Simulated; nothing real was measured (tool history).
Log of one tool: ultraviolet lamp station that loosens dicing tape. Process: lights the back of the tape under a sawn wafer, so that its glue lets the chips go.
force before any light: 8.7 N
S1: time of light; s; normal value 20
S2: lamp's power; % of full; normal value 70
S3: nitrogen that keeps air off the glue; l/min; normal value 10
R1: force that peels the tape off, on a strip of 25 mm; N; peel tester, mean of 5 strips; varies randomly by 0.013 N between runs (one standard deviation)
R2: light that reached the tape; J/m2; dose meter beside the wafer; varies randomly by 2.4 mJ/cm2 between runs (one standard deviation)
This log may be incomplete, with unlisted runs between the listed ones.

{"run": 1, "hour": 0.0, "S1": 20, "S2": 70, "S3": 10, "R1": 0.817, "R2": 2450}
{"run": 2, "hour": 6.4, "S1": 20, "S2": 70, "S3": 5, "R1": 1.292, "R2": 2430}
{"run": 3, "hour": 14.8, "S1": 20, "S2": 70, "S3": 7, "R1": 1.054, "R2": 2400}
{"run": 4, "hour": 24.7, "S1": 20, "S2": 70, "S3": 7, "R1": 1.063, "R2": 2430}
{"run": 5, "hour": 35.4, "S1": 20, "S2": 70, "S3": 10, "R1": 0.887, "R2": 2420}
{"run": 6, "hour": 41.8, "S1": 20, "S2": 70, "S3": 10, "R1": 0.858, "R2": 2400}
{"run": 7, "hour": 47.7, "S1": 20, "S2": 70, "S3": 10, "R1": 0.855, "R2": 2390}
{"run": 8, "hour": 55.5, "S1": 20, "S2": 70, "S3": 14, "R1": 0.694, "R2": 2370}
{"run": 9, "hour": 62.4, "S1": 20, "S2": 70, "S3": 17, "R1": 0.631, "R2": 2400}
{"run": 10, "hour": 70.0, "S1": 20, "S2": 61, "S3": 17, "R1": 0.872, "R2": 2080}
{"run": 11, "hour": 75.8, "S1": 20, "S2": 70, "S3": 10, "R1": 0.882, "R2": 2400}
{"run": 12, "hour": 88.9, "S1": 20, "S2": 70, "S3": 10, "R1": 0.913, "R2": 2340}
{"hour": 90.2, "done": "window cleaned of glue's vapour"}
{"run": 13, "hour": 102.2, "S1": 20, "S2": 70, "S3": 10, "R1": 0.884, "R2": 2320}
{"run": 14, "hour": 113.7, "S1": 20, "S2": 70, "S3": 10, "R1": 0.912, "R2": 2340}
{"run": 15, "hour": 123.2, "S1": 20, "S2": 70, "S3": 10, "R1": 0.977, "R2": 2290}
{"hour": 129.6, "done": "window cleaned of glue's vapour, once more"}
{"run": 16, "hour": 136.1, "S1": 20, "S2": 70, "S3": 9, "R1": 0.893, "R2": 2400}
{"run": 17, "hour": 143.0, "S1": 20, "S2": 78, "S3": 6, "R1": 1.009, "R2": 2660}
{"run": 18, "hour": 149.6, "S1": 20, "S2": 78, "S3": 6, "R1": 1.015, "R2": 2630}
{"run": 19, "hour": 158.3, "S1": 20, "S2": 70, "S3": 4, "R1": 1.575, "R2": 2370}
{"run": 20, "hour": 166.1, "S1": 25, "S2": 88, "S3": 10, "R1": 0.371, "R2": 3730}
{"run": 21, "hour": 177.6, "S1": 25, "S2": 88, "S3": 10, "R1": 0.371, "R2": 3680}

A few steps of R1 between consecutive runs. Split each: what settings, incoming material and random variation would produce without the hidden state, and what is left over for the hidden state, along with gauge scatter present in only one of the two compared results (measured, and without hidden state):
What the log doesn't record here: lamp's light, % of a new lamp's; light that the window lets through, % of a clean one's; drift of the gauge itself on peel_n, %; drift of the gauge itself on dose_mj_cm2, %.
Run 18 -> 19: S2 78 -> 70, S3 6 -> 4. R1 +0.560 N: hidden state +0.114, all else +0.446.
Run 19 -> 20: S1 20 -> 25, S2 70 -> 88, S3 4 -> 10. R1 -1.204 N: hidden state -0.311, all else -0.893.

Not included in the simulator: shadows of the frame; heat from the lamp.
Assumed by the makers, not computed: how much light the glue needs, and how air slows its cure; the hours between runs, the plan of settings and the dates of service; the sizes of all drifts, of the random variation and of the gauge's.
